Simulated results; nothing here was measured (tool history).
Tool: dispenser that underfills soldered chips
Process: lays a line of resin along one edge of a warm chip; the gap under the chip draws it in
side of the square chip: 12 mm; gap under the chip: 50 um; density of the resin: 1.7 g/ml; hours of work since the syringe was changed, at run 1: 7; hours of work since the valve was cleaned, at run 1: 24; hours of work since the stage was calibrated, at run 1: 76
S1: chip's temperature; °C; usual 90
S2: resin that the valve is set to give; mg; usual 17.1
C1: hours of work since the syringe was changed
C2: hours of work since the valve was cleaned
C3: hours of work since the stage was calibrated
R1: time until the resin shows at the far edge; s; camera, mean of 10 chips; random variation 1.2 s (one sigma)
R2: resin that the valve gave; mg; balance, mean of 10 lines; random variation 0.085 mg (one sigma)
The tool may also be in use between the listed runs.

Run 1, hour 0.0: usual settings; C1 7; C2 24; C3 76. Result: R1 140.6 s, R2 16.85 mg.
Run 2, hour 4.9: usual settings but S2 19.6 mg; C1 10; C2 28; C3 79. Result: R1 151.8 s, R2 19.07 mg.
At hour 6.2: new syringe of resin.
Run 3, hour 9.6: usual settings but S2 19.6 mg; C1 2; C2 31; C3 82. Result: R1 123.2 s, R2 18.94 mg.
Run 4, hour 12.0: usual settings but S2 19.6 mg; C1 4; C2 32; C3 84. Result: R1 127.7 s, R2 18.98 mg.
Run 5, hour 15.5: usual settings but S2 21.2 mg; C1 6; C2 35; C3 86. Result: R1 136.3 s, R2 20.52 mg.
Run 6, hour 19.9: usual settings but S1 102 °C; C1 9; C2 38; C3 89. Result: R1 88.4 s, R2 16.44 mg.
At hour 22.1: new syringe of resin.
Run 7, hour 25.7: usual settings but S1 102 °C; C1 2; C2 41; C3 92. Result: R1 71.4 s, R2 16.41 mg.
Run 8, hour 30.1: usual settings but S1 102 °C; C1 5; C2 44; C3 95. Result: R1 78.9 s, R2 16.52 mg.
Run 9, hour 35.5: usual settings but S1 79 °C; C1 9; C2 48; C3 99. Result: R1 267.8 s, R2 16.32 mg.
At hour 38.0: new syringe of resin.
Run 10, hour 40.9: usual settings; C1 2; C2 51; C3 102. Result: R1 125.1 s, R2 16.42 mg.
Run 11, hour 46.6: usual settings; C1 6; C2 55; C3 106. Result: R1 141.3 s, R2 16.33 mg.
Run 12, hour 50.0: usual settings; C1 8; C2 57; C3 109. Result: R1 151.5 s, R2 16.31 mg.
At hour 53.9: new syringe of resin.
Run 13, hour 54.9: usual settings but S2 21.5 mg; C1 1; C2 60; C3 112. Result: R1 114.3 s, R2 20.35 mg.
Run 14, hour 60.5: usual settings but S2 15.0 mg; C1 4; C2 64; C3 115. Result: R1 139.6 s, R2 14.14 mg.
Run 15, hour 63.5: usual settings but S1 96 °C, S2 15.0 mg; C1 6; C2 66; C3 117. Result: R1 111.6 s, R2 14.09 mg.
Run 16, hour 69.0: usual settings but S1 96 °C, S2 15.0 mg; C1 10; C2 70; C3 121. Result: R1 127.1 s, R2 14.11 mg.
At hour 69.8: new syringe of resin.
Run 17, hour 73.2: usual settings; C1 2; C2 72; C3 124. Result: R1 126.3 s, R2 15.84 mg.
Run 18, hour 77.0: usual settings; C1 5; C2 75; C3 126. Result: R1 135.0 s, R2 15.90 mg.
Run 19, hour 81.6: usual settings but S1 95 °C, S2 16.0 mg; C1 8; C2 78; C3 129. Result: R1 120.3 s, R2 15.03 mg.
At hour 85.6: new syringe of resin.
Run 20, hour 87.4: usual settings but S1 95 °C, S2 16.0 mg; C1 1; C2 81; C3 133. Result: R1 95.5 s, R2 14.89 mg.
Run 21, hour 90.4: usual settings but S1 82 °C, S2 18.6 mg; C1 3; C2 83; C3 135. Result: R1 179.8 s, R2 17.12 mg.
Run 22, hour 95.9: usual settings but S1 82 °C, S2 18.6 mg; C1 7; C2 87; C3 138. Result: R1 201.5 s, R2 17.26 mg.
Run 23, hour 100.3: usual settings but S1 80 °C, S2 18.9 mg; C1 10; C2 90; C3 141. Result: R1 245.0 s, R2 17.50 mg.
At hour 101.4: new syringe of resin.
Run 24, hour 105.0: usual settings but S1 93 °C, S2 18.9 mg; C1 2; C2 93; C3 144. Result: R1 106.0 s, R2 17.38 mg.
Run 25, hour 109.9: usual settings but S1 87 °C, S2 20.7 mg; C1 6; C2 96; C3 148. Result: R1 152.0 s, R2 18.89 mg.
Run 26, hour 114.0: usual settings but S1 93 °C, S2 20.7 mg; C1 8; C2 99; C3 150. Result: R1 124.0 s, R2 18.66 mg.
At hour 117.1: new syringe of resin.
Run 27, hour 117.4: usual settings but S1 93 °C, S2 20.7 mg; C1 0; C2 101; C3 152. Result: R1 94.5 s, R2 18.87 mg.
Run 28, hour 120.0: usual settings but S1 93 °C, S2 20.7 mg; C1 2; C2 103; C3 154. Result: R1 99.9 s, R2 18.72 mg.
Run 29, hour 125.5: usual settings but S1 93 °C, S2 22.0 mg; C1 6; C2 107; C3 158. Result: R1 111.7 s, R2 19.90 mg.
Run 30, hour 131.3: usual settings but S1 93 °C, S2 22.0 mg; C1 9; C2 110; C3 162. Result: R1 127.2 s, R2 19.96 mg.
At hour 133.0: new syringe of resin.
Run 31, hour 136.3: usual settings but S1 93 °C, S2 22.0 mg; C1 2; C2 113; C3 165. Result: R1 101.2 s, R2 19.69 mg.
Run 32, hour 141.9: usual settings but S1 93 °C, S2 22.0 mg; C1 6; C2 117; C3 169. Result: R1 114.5 s, R2 19.48 mg.
Run 33, hour 145.9: usual settings but S1 95 °C, S2 16.6 mg; C1 9; C2 120; C3 171. Result: R1 121.3 s, R2 14.86 mg.
At hour 149.0: new syringe of resin.
Run 34, hour 150.7: usual settings but S1 95 °C, S2 16.6 mg; C1 1; C2 123; C3 174. Result: R1 93.8 s, R2 14.89 mg.
Run 35, hour 154.0: usual settings but S1 100 °C, S2 18.5 mg; C1 3; C2 125; C3 176. Result: R1 76.7 s, R2 16.39 mg.

4 ways to go on from here, each from the tool as it stands after run 35. What would each give?
Run A, hour 156.9: usual settings but S1 105 °C, S2 17.4 mg; C1 5; C2 127; C3 178. Result: R1 ?, R2 ?.
Run B, hour 156.9: usual settings but S1 99 °C; C1 5; C2 127; C3 178. Result: R1 ?, R2 ?.
Run C, hour 156.9: usual settings but S1 93 °C, S2 16.4 mg; C1 5; C2 127; C3 178. Result: R1 ?, R2 ?.
Run D, hour 156.9: usual settings but S1 86 °C, S2 15.9 mg; C1 5; C2 127; C3 178. Result: R1 ?, R2 ?.

run     R1     R2
  A   67.5  15.47
  B   87.0  15.17
  C  118.1  14.60
  D  169.0  14.04
Without the tool's hidden state the same runs would have given:
run     R1     R2
  A   59.6  17.47
  B   76.7  17.15
  C  103.7  16.50
  D  148.3  15.86

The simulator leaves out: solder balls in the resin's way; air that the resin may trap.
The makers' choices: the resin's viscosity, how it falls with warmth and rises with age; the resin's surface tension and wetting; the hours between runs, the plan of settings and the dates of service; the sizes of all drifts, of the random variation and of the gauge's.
